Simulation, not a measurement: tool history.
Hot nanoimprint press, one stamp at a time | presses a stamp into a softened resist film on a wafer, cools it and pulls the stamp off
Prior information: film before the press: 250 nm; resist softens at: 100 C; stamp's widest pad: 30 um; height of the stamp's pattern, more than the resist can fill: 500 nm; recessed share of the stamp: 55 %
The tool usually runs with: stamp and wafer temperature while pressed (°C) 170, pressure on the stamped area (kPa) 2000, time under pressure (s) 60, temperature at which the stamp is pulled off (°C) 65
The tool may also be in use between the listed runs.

run,day,stamp and wafer temperature while pressed (°C),pressure on the stamped area (kPa),time under pressure (s),temperature at which the stamp is pulled off (°C),resist left under the stamp's widest pad (nm),greatest force while the stamp is pulled off (N)
1,0,170,2000,60,65,102.3,110
# day 1.512: stamp cleaned and given a new release coat
2,2.108,170,1770,60,65,107.2,99
3,3.125,170,2000,87,65,86.8,101
4,4.475,170,2000,87,65,87.3,106
5,5.467,170,2000,60,65,100.1,111
6,6.954,170,2000,60,65,101.7,108
7,8.021,170,2000,60,65,99.6,115
8,9.596,170,2000,60,65,100.2,113
9,11.696,170,2000,60,71,99.3,109
# day 12.325: stamp cleaned and given a new release coat
10,14.121,170,2000,60,65,98.6,102
11,15.904,164,2000,60,65,133.3,103
12,16.979,164,2000,76,65,122.1,108
# day 17.308: plate thermocouple calibrated
13,18.083,170,2690,60,65,81.6,110
14,20.262,170,2000,90,70,81.6,115
15,21.271,170,2000,90,70,80.3,112
# day 23.321: stamp cleaned and given a new release coat
16,23.346,170,2070,54,50,97.7,108
# day 24.254: plate thermocouple calibrated, once more
17,25.271,170,2000,109,65,83.6,104
18,26.596,182,1240,61,65,72.9,105
19,28.333,170,2000,114,65,82.6,111
20,29.308,176,1610,62,65,84.7,114
21,31.158,170,2000,85,59,91.6,120
22,33.075,170,2000,60,65,105,121
# day 34.221: stamp cleaned and given a new release coat
23,34.654,172,1500,60,65,108.5,102
24,35.862,176,1500,60,52,87,108

Hidden state or all else? Some run-to-run changes of resist left under the stamp's widest pad (nm), split into what the settings, what came in and random variation would give without the hidden state, and what is left for the hidden state (with any gauge scatter that isn't in both results):
The hidden state here: true temperature over the reading, C; pressure that arrives at the usual setting, %; grip of the stamp's worn release coat, % over a new coat's; drift of the gauge itself on residual_nm, %; drift of the gauge itself on pull_off_n, %.
Run 10 -> 11: stamp and wafer temperature while pressed (°C) 170 -> 164. resist left under the stamp's widest pad (nm) +34.7: hidden state -1.7, all else +36.4.
Run 12 -> 13: stamp and wafer temperature while pressed (°C) 164 -> 170, pressure on the stamped area (kPa) 2000 -> 2690, time under pressure (s) 76 -> 60, plate thermocouple calibrated. resist left under the stamp's widest pad (nm) -40.5: hidden state -0.5, all else -40.
Run 16 -> 17: pressure on the stamped area (kPa) 2070 -> 2000, time under pressure (s) 54 -> 109, temperature at which the stamp is pulled off (°C) 50 -> 65, plate thermocouple calibrated, once more. resist left under the stamp's widest pad (nm) -14.1: hidden state +11.2, all else -25.3.

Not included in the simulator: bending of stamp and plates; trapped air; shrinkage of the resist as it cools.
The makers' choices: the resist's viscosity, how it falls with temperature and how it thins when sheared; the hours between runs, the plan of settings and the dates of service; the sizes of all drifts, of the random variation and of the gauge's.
